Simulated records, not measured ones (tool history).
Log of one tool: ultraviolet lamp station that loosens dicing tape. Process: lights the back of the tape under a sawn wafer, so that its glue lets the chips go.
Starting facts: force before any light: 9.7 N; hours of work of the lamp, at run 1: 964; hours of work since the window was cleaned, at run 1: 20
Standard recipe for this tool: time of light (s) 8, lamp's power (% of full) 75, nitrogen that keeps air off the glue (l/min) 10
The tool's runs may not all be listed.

run,hour,time of light (s),lamp's power (% of full),nitrogen that keeps air off the glue (l/min),hours of work of the lamp,hours of work since the window was cleaned,force that peels the tape off (N),light that reached the tape (mJ/cm²)
1,0.0,8,75,10,964,20,0.345,560
2,66.7,8,75,10,1014,69,0.338,554
3,150.0,8,75,10,1075,131,0.341,553
4,237.3,8,75,10,1140,195,0.351,554
5,321.7,14,75,10,1202,258,0.189,970
6,375.6,9,75,10,1242,297,0.291,623
7,469.8,16,89,8,1311,367,0.187,1307
8,520.1,16,89,8,1349,404,0.182,1312
9,563.5,16,89,8,1381,436,0.181,1312
10,655.2,11,68,3,1448,504,0.366,690
# hour 683.4: window cleaned of glue's vapour
11,737.3,4,69,8,1509,40,1.755,253

4 options for the next run, each taken on its own from the tool as it stands now. Forecast them:
A,829.1,11,76,8,1576,108,?,?
B,829.1,4,69,7,1576,108,?,?
C,829.1,8,90,5,1576,108,?,?
D,829.1,15,69,8,1576,108,?,?

run,force that peels the tape off (N),light that reached the tape (mJ/cm²)
A,0.218,764
B,1.866,253
C,0.326,660
D,0.206,950
With the hidden condition removed and each run's random variation left untouched, the same runs would have given:
run,force that peels the tape off (N),light that reached the tape (mJ/cm²)
A,0.217,766
B,1.856,254
C,0.324,662
D,0.206,953

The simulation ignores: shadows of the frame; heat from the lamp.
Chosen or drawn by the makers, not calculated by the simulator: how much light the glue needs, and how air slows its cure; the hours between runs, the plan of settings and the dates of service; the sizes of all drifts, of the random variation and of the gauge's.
